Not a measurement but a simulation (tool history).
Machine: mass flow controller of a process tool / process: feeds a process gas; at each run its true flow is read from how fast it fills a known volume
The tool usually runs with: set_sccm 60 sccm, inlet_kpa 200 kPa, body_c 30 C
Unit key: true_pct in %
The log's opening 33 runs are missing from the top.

Run 34, hour 2757: usual settings but set_sccm 68 sccm, inlet_kpa 209 kPa, body_c 39 C. Result: true_pct 97.82 %.
Run 35, hour 2819.2: usual settings but inlet_kpa 180 kPa. Result: true_pct 96.3 %.
Run 36, hour 2890.8: usual settings but inlet_kpa 180 kPa, body_c 26 C. Result: true_pct 95.9 %.
Run 37, hour 2966.7: usual settings but set_sccm 26 sccm, inlet_kpa 185 kPa. Result: true_pct 95.44 %.
Run 38, hour 3018.3: usual settings but set_sccm 28 sccm, inlet_kpa 165 kPa. Result: true_pct 95.35 %.
Run 39, hour 3109: usual settings but set_sccm 177 sccm, inlet_kpa 163 kPa, body_c 29 C. Result: true_pct 97.79 %.
Run 40, hour 3185.1: usual settings but set_sccm 177 sccm, inlet_kpa 163 kPa, body_c 29 C. Result: true_pct 97.82 %.
Run 41, hour 3251.4: usual settings but set_sccm 111 sccm, inlet_kpa 271 kPa, body_c 38 C. Result: true_pct 98.31 %.
Run 42, hour 3346.8: usual settings but set_sccm 111 sccm, inlet_kpa 152 kPa, body_c 23 C. Result: true_pct 96 %.

Run 43 is up next; what results do you expect?
Run 43, hour 3443.8: usual settings but set_sccm 200 sccm, inlet_kpa 146 kPa, body_c 38 C. Result: true_pct ?.

Logged for run 43: true_pct 99.01 %.
With the hidden condition absent and the run-to-run variation left alone, this run would have shown true_pct 101.25 %.

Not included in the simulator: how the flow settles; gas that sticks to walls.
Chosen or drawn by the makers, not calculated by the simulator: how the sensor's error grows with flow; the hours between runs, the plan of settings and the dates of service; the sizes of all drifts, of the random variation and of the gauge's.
